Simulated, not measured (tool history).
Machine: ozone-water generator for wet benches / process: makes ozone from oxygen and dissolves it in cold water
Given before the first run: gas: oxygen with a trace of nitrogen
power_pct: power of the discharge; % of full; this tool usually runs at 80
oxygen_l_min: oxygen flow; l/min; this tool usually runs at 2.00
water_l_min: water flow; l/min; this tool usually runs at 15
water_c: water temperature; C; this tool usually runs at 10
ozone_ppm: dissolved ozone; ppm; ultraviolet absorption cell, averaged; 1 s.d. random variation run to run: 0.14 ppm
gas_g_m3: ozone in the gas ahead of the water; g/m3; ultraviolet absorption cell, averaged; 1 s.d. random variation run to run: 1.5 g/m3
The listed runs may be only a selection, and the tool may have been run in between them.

run     day  power_pct  oxygen_l_min  water_l_min  water_c  ozone_ppm  gas_g_m3
  1   0.000         80          2.00           15       10       15.4     265.5
  2   5.800         80          2.00           12       10       19.4     264.0
  3  10.325         80          2.00           15       10       15.2     260.2
  4  15.808         80          2.00           15       10       14.9     262.7
  5  19.888         80          2.00           16       10       13.9     260.6
  6  24.321         80          2.00           18       10       12.1     259.0
  7  27.121         43          2.00           14       10        9.8     161.9
  8  30.279         43          2.00           14       10       10.1     160.7
  9  34.179         56          2.00           23       17        6.7     196.4
 10  36.862         93          2.00           15       17       15.6     289.0
 11  42.462         86          2.22           11       15       20.4     256.4

Selected run-to-run steps in ozone_ppm, each split into two signed amounts: the part the tool would show with no hidden state at all (from settings, incoming material and random variation), and the remainder, which goes to the hidden state together with any gauge scatter not common to the measured and the hidden-state-free results:
Hidden state present: yield of the discharge, % of new electrodes'; contactor's efficiency, % of a clean one's; true water temperature over the reading, C; drift of the gauge itself on ozone_ppm, %; drift of the gauge itself on gas_g_m3, %.
Run 9 -> 10: power_pct 56 -> 93, water_l_min 23 -> 15. ozone_ppm +8.9 ppm: hidden state -1.7, all else +10.6.
